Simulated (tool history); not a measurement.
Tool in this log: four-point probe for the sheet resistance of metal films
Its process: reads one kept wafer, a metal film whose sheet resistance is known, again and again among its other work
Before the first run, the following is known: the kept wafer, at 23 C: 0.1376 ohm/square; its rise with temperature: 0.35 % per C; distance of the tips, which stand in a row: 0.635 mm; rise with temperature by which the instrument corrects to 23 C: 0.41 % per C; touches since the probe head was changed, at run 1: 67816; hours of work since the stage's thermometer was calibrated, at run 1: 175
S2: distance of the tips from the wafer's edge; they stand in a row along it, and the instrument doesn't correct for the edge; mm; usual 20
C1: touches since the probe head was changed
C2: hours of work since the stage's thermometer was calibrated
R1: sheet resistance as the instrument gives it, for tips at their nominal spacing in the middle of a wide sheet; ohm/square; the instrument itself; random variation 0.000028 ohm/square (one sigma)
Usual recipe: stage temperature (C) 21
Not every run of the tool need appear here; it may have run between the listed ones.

Run 1, hour 0: usual settings; C1 67816; C2 175. Result: R1 0.138459 ohm/square.
Run 2, hour 93.9: usual settings; C1 71920; C2 226. Result: R1 0.138579 ohm/square.
Run 3, hour 152.8: usual settings; C1 74493; C2 258. Result: R1 0.138537 ohm/square.
Run 4, hour 255.8: usual settings; C1 78993; C2 313. Result: R1 0.138619 ohm/square.
At hour 295.3: new probe head fitted.
Run 5, hour 378.3: usual settings but S2 30 mm; C1 3626; C2 379. Result: R1 0.138056 ohm/square.
Run 6, hour 449.6: usual settings but S2 12 mm; C1 6742; C2 417. Result: R1 0.138279 ohm/square.
Run 7, hour 521.1: usual settings but S2 22 mm; C1 9865; C2 456. Result: R1 0.138165 ohm/square.
Run 8, hour 622.9: usual settings but S2 3 mm; C1 14315; C2 510. Result: R1 0.141512 ohm/square.
Run 9, hour 713.1: usual settings but S2 3 mm; C1 18253; C2 559. Result: R1 0.141517 ohm/square.
Run 10, hour 799: usual settings but S2 3 mm; C1 22007; C2 605. Result: R1 0.141545 ohm/square.
Run 11, hour 899.8: usual settings but S2 3 mm; C1 26414; C2 660. Result: R1 0.141576 ohm/square.
Run 12, hour 986.4: usual settings but S2 3 mm; C1 30196; C2 706. Result: R1 0.141679 ohm/square.
Run 13, hour 1090.8: usual settings; C1 34758; C2 763. Result: R1 0.13861 ohm/square.
Run 14, hour 1177.1: usual settings; C1 38530; C2 809. Result: R1 0.138655 ohm/square.
Run 15, hour 1285.7: usual settings; C1 43276; C2 868. Result: R1 0.138717 ohm/square.
Run 16, hour 1339.9: usual settings; C1 45644; C2 897. Result: R1 0.138758 ohm/square.
Run 17, hour 1409.8: usual settings; C1 48698; C2 935. Result: R1 0.138758 ohm/square.
Run 18, hour 1466.7: usual settings; C1 51183; C2 965. Result: R1 0.138831 ohm/square.
Run 19, hour 1541.6: usual settings; C1 54456; C2 1006. Result: R1 0.138858 ohm/square.
Run 20, hour 1652: usual settings; C1 59279; C2 1065. Result: R1 0.139003 ohm/square.
Run 21, hour 1714.9: usual settings but S2 4 mm; C1 62026; C2 1099. Result: R1 0.140804 ohm/square.
Run 22, hour 1795: usual settings but S2 4 mm; C1 65528; C2 1142. Result: R1 0.140834 ohm/square.
Run 23, hour 1915.1: usual settings but stage temperature (C) 22, S2 58 mm; C1 70775; C2 1207. Result: R1 0.138927 ohm/square.
Run 24, hour 2005.3: usual settings but stage temperature (C) 20, S2 6 mm; C1 74715; C2 1255. Result: R1 0.140037 ohm/square.
Run 25, hour 2111.1: usual settings but stage temperature (C) 23, S2 7 mm; C1 79337; C2 1312. Result: R1 0.139614 ohm/square.
At hour 2142: new probe head fitted.
Run 26, hour 2206.8: usual settings but stage temperature (C) 32; C1 2831; C2 1363. Result: R1 0.137114 ohm/square.
Run 27, hour 2288.4: usual settings but S2 9 mm; C1 6395; C2 1407. Result: R1 0.138423 ohm/square.
Run 28, hour 2373.7: usual settings but S2 9 mm; C1 10124; C2 1453. Result: R1 0.138545 ohm/square.
At hour 2379.4: stage's thermometer calibrated.
Run 29, hour 2469.9: usual settings but S2 38 mm; C1 14305; C2 49. Result: R1 0.138325 ohm/square.
Run 30, hour 2552.9: usual settings but stage temperature (C) 19, S2 3 mm; C1 17930; C2 93. Result: R1 0.14182 ohm/square.
Run 31, hour 2663.7: usual settings but stage temperature (C) 25, S2 11 mm; C1 22772; C2 153. Result: R1 0.138324 ohm/square.
Run 32, hour 2770.8: usual settings but stage temperature (C) 27, S2 16 mm; C1 27450; C2 211. Result: R1 0.138051 ohm/square.
At hour 2788.7: stage's thermometer calibrated, once more.
Run 33, hour 2827.4: usual settings but stage temperature (C) 30, S2 17 mm; C1 29902; C2 21. Result: R1 0.13753 ohm/square.
Run 34, hour 2911.4: usual settings but stage temperature (C) 34, S2 9 mm; C1 33574; C2 66. Result: R1 0.137494 ohm/square.
Run 35, hour 2978.5: usual settings but stage temperature (C) 29, S2 63 mm; C1 36507; C2 102. Result: R1 0.137573 ohm/square.
Run 36, hour 3076.9: usual settings but stage temperature (C) 20, S2 5 mm; C1 40803; C2 155. Result: R1 0.139689 ohm/square.
Run 37, hour 3187.2: usual settings but stage temperature (C) 20, S2 21 mm; C1 45622; C2 215. Result: R1 0.138647 ohm/square.
Run 38, hour 3290.6: usual settings but S2 41 mm; C1 50143; C2 270. Result: R1 0.138568 ohm/square.
Run 39, hour 3413.3: usual settings but S2 41 mm; C1 55504; C2 337. Result: R1 0.138592 ohm/square.
Run 40, hour 3521.2: usual settings but stage temperature (C) 26, S2 14 mm; C1 60217; C2 395. Result: R1 0.138376 ohm/square.
Run 41, hour 3608: usual settings but stage temperature (C) 32, S2 6 mm; C1 64011; C2 442. Result: R1 0.138622 ohm/square.
Run 42, hour 3711.9: usual settings but stage temperature (C) 22, S2 16 mm; C1 68549; C2 498. Result: R1 0.138801 ohm/square.
Run 43, hour 3800: usual settings but stage temperature (C) 22, S2 16 mm; C1 72398; C2 545. Result: R1 0.13887 ohm/square.

Predict each of these 3 candidate next runs independently; none follows another, all start after run 43:
Run A, hour 3885.3: usual settings but stage temperature (C) 19, S2 3 mm; C1 76126; C2 591. Result: R1 ?.
Run B, hour 3885.3: usual settings but stage temperature (C) 22; C1 76126; C2 591. Result: R1 ?.
Run C, hour 3885.3: usual settings but stage temperature (C) 33, S2 19 mm; C1 76126; C2 591. Result: R1 ?.

run        R1
  A  0.142408
  B   0.13891
  C  0.137976
Without the tool's hidden state the same runs would have given:
run        R1
  A  0.141234
  B  0.137763
  C  0.136838
